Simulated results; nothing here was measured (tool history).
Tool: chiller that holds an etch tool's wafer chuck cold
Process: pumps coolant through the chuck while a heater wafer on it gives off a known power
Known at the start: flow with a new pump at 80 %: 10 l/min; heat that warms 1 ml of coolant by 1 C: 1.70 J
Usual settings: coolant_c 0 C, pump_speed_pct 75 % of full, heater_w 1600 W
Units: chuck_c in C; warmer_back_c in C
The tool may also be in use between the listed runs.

Run 1, hour 0.0: usual settings. Result: chuck_c 13.2 C, warmer_back_c 6.16 C.
Run 2, hour 17.6: usual settings. Result: chuck_c 13.1 C, warmer_back_c 6.10 C.
Run 3, hour 35.7: usual settings. Result: chuck_c 13.2 C, warmer_back_c 6.13 C.
Run 4, hour 49.5: usual settings. Result: chuck_c 13.2 C, warmer_back_c 6.22 C.
Run 5, hour 72.0: usual settings. Result: chuck_c 13.0 C, warmer_back_c 6.07 C.
Run 6, hour 93.8: usual settings. Result: chuck_c 13.3 C, warmer_back_c 6.16 C.
Run 7, hour 119.5: usual settings. Result: chuck_c 13.3 C, warmer_back_c 6.15 C.
Run 8, hour 137.6: usual settings. Result: chuck_c 13.3 C, warmer_back_c 6.15 C.
Run 9, hour 152.2: usual settings. Result: chuck_c 13.4 C, warmer_back_c 6.14 C.
Run 10, hour 177.4: usual settings. Result: chuck_c 13.3 C, warmer_back_c 6.14 C.
Run 11, hour 193.7: usual settings but coolant_c 8 C, heater_w 1602 W. Result: chuck_c 21.3 C, warmer_back_c 6.08 C.
Run 12, hour 215.5: usual settings but pump_speed_pct 70 % of full, heater_w 1714 W. Result: chuck_c 14.9 C, warmer_back_c 7.12 C.
Run 13, hour 248.1: usual settings but coolant_c 1 C, pump_speed_pct 94 % of full, heater_w 2387 W. Result: chuck_c 17.9 C, warmer_back_c 7.08 C.
Run 14, hour 280.1: usual settings but coolant_c 1 C, heater_w 1404 W. Result: chuck_c 12.7 C, warmer_back_c 5.39 C.
Run 15, hour 296.2: usual settings but coolant_c 8 C, heater_w 975 W. Result: chuck_c 16.0 C, warmer_back_c 3.71 C.
Run 16, hour 311.0: usual settings but coolant_c 6 C, pump_speed_pct 72 % of full, heater_w 1929 W. Result: chuck_c 22.5 C, warmer_back_c 7.74 C.
Run 17, hour 332.7: usual settings but coolant_c -8 C. Result: chuck_c 5.1 C, warmer_back_c 6.12 C.
Run 18, hour 362.5: usual settings but coolant_c -8 C. Result: chuck_c 5.3 C, warmer_back_c 6.15 C.
Run 19, hour 378.0: usual settings but coolant_c -8 C. Result: chuck_c 5.4 C, warmer_back_c 6.18 C.
Run 20, hour 393.6: usual settings but coolant_c 9 C, pump_speed_pct 67 % of full, heater_w 2122 W. Result: chuck_c 28.2 C, warmer_back_c 9.21 C.

Forecast each of these 5 alternatives for the next run:
Run A, hour 409.4: usual settings but coolant_c -8 C, pump_speed_pct 64 % of full, heater_w 1322 W. Result: chuck_c ?, warmer_back_c ?.
Run B, hour 409.4: usual settings but coolant_c -1 C, heater_w 1280 W. Result: chuck_c ?, warmer_back_c ?.
Run C, hour 409.4: usual settings but coolant_c 6 C, heater_w 1285 W. Result: chuck_c ?, warmer_back_c ?.
Run D, hour 409.4: usual settings but pump_speed_pct 88 % of full, heater_w 2319 W. Result: chuck_c ?, warmer_back_c ?.
Run E, hour 409.4: usual settings but coolant_c 9 C, pump_speed_pct 89 % of full, heater_w 860 W. Result: chuck_c ?, warmer_back_c ?.

run  chuck_c  warmer_back_c
  A      4.0           6.10
  B      9.5           4.86
  C     16.7           4.91
  D     17.4           7.50
  E     15.2           2.71
Without the tool's hidden state the same runs would have given:
run  chuck_c  warmer_back_c
  A      3.7           6.02
  B      9.2           4.79
  C     16.4           4.84
  D     16.7           7.40
  E     15.1           2.67
